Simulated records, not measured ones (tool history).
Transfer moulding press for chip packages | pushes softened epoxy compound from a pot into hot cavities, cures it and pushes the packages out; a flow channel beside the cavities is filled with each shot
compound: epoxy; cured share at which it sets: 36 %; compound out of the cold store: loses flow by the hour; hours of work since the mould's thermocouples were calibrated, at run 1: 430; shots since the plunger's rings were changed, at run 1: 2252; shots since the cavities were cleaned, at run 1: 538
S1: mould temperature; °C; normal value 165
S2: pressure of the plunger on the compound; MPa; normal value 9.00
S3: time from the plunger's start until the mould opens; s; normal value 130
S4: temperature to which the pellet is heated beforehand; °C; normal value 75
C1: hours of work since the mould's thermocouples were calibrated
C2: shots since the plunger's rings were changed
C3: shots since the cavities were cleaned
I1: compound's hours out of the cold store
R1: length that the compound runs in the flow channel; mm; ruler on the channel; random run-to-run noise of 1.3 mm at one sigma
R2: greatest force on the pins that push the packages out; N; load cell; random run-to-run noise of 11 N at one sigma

Run 1, hour 0.0: usual settings; C1 430; C2 2252; C3 538; I1 13.3. Result: R1 693 mm, R2 885 N.
At hour 27.5: cavities cleaned with cleaning compound and waxed.
Run 2, hour 58.1: usual settings; C1 467; C2 2770; C3 280; I1 39.7. Result: R1 615 mm, R2 729 N.
Run 3, hour 104.4: usual settings but S2 10.45 MPa; C1 498; C2 3194; C3 704; I1 9.9. Result: R1 757 mm, R2 911 N.
At hour 114.5: cavities cleaned with cleaning compound and waxed.
Run 4, hour 157.2: usual settings but S2 10.45 MPa; C1 531; C2 3664; C3 391; I1 32.4. Result: R1 678 mm, R2 804 N.
At hour 200.5: cavities cleaned with cleaning compound and waxed.
Run 5, hour 206.3: usual settings but S2 10.45 MPa; C1 563; C2 4101; C3 53; I1 42.9. Result: R1 647 mm, R2 523 N.
At hour 231.1: plunger's sealing rings changed.
At hour 293.6: cavities cleaned with cleaning compound and waxed.
Run 6, hour 297.6: usual settings but S2 10.45 MPa; C1 621; C2 596; C3 37; I1 24.1. Result: R1 719 mm, R2 542 N.
Run 7, hour 371.3: usual settings but S2 10.45 MPa; C1 669; C2 1271; C3 712; I1 8.2. Result: R1 772 mm, R2 897 N.
At hour 382.7: mould's thermocouples calibrated.
At hour 384.2: cavities cleaned with cleaning compound and waxed.
Run 8, hour 424.0: usual settings but S2 10.45 MPa; C1 26; C2 1722; C3 366; I1 17.7. Result: R1 733 mm, R2 790 N.
At hour 471.3: cavities cleaned with cleaning compound and waxed.
Run 9, hour 524.5: usual settings but S4 77 °C; C1 92; C2 2628; C3 487; I1 24.0. Result: R1 657 mm, R2 824 N.
At hour 558.7: cavities cleaned with cleaning compound and waxed.
Run 10, hour 566.5: usual settings but S4 77 °C; C1 118; C2 2999; C3 71; I1 45.1. Result: R1 596 mm, R2 544 N.
At hour 645.2: cavities cleaned with cleaning compound and waxed.
Run 11, hour 669.1: usual settings but S3 142 s; C1 185; C2 3926; C3 219; I1 30.8. Result: R1 633 mm, R2 644 N.
At hour 712.3: plunger's sealing rings changed.
At hour 735.7: cavities cleaned with cleaning compound and waxed.
Run 12, hour 754.4: usual settings but S3 142 s; C1 239; C2 372; C3 171; I1 41.1. Result: R1 615 mm, R2 604 N.
At hour 776.9: mould's thermocouples calibrated, once more.
At hour 822.7: cavities cleaned with cleaning compound and waxed.
Run 13, hour 833.5: usual settings but S2 7.43 MPa, S3 142 s; C1 36; C2 1065; C3 99; I1 31.9. Result: R1 580 mm, R2 536 N.
Run 14, hour 885.3: usual settings but S2 7.43 MPa, S3 142 s; C1 71; C2 1540; C3 574; I1 23.8. Result: R1 601 mm, R2 856 N.
At hour 908.2: cavities cleaned with cleaning compound and waxed.
Run 15, hour 976.5: usual settings but S2 7.43 MPa, S3 142 s; C1 130; C2 2362; C3 626; I1 8.1. Result: R1 644 mm, R2 860 N.
At hour 993.9: cavities cleaned with cleaning compound and waxed.
Run 16, hour 1052.5: usual settings but S3 121 s, S4 78 °C; C1 179; C2 3044; C3 537; I1 45.8. Result: R1 596 mm, R2 920 N.
At hour 1087.2: cavities cleaned with cleaning compound and waxed.
Run 17, hour 1108.4: usual settings but S3 121 s, S4 78 °C; C1 215; C2 3542; C3 194; I1 20.4. Result: R1 664 mm, R2 724 N.
Run 18, hour 1149.7: usual settings but S1 168 °C, S4 82 °C; C1 242; C2 3921; C3 573; I1 22.1. Result: R1 654 mm, R2 847 N.
At hour 1172.9: cavities cleaned with cleaning compound and waxed.
At hour 1195.5: plunger's sealing rings changed.
Run 19, hour 1223.7: usual settings but S1 159 °C, S2 10.52 MPa, S3 159 s, S4 73 °C; C1 288; C2 258; C3 442; I1 33.7. Result: R1 700 mm, R2 833 N.
At hour 1260.1: cavities cleaned with cleaning compound and waxed.
Run 20, hour 1292.4: usual settings but S1 159 °C, S2 10.52 MPa, S3 159 s, S4 73 °C; C1 333; C2 874; C3 296; I1 11.5. Result: R1 773 mm, R2 748 N.
Run 21, hour 1335.5: usual settings but S1 168 °C, S2 10.69 MPa, S3 114 s, S4 72 °C; C1 361; C2 1269; C3 691; I1 10.7. Result: R1 766 mm, R2 966 N.
At hour 1349.4: cavities cleaned with cleaning compound and waxed.
Run 22, hour 1413.9: usual settings but S2 9.39 MPa, S4 73 °C; C1 412; C2 1974; C3 591; I1 22.0. Result: R1 683 mm, R2 856 N.

Expected results for the next run?
At hour 1437.4: cavities cleaned with cleaning compound and waxed.
Run 23, hour 1464.1: usual settings but S2 9.39 MPa, S4 73 °C; C1 444; C2 2420; C3 246; I1 12.4. Result: R1 ?, R2 ?.

{"run 23": {"R1": 709, "R2": 720}}
With no hidden state in the tool, this same run would have given R1 722 mm, R2 498 N.
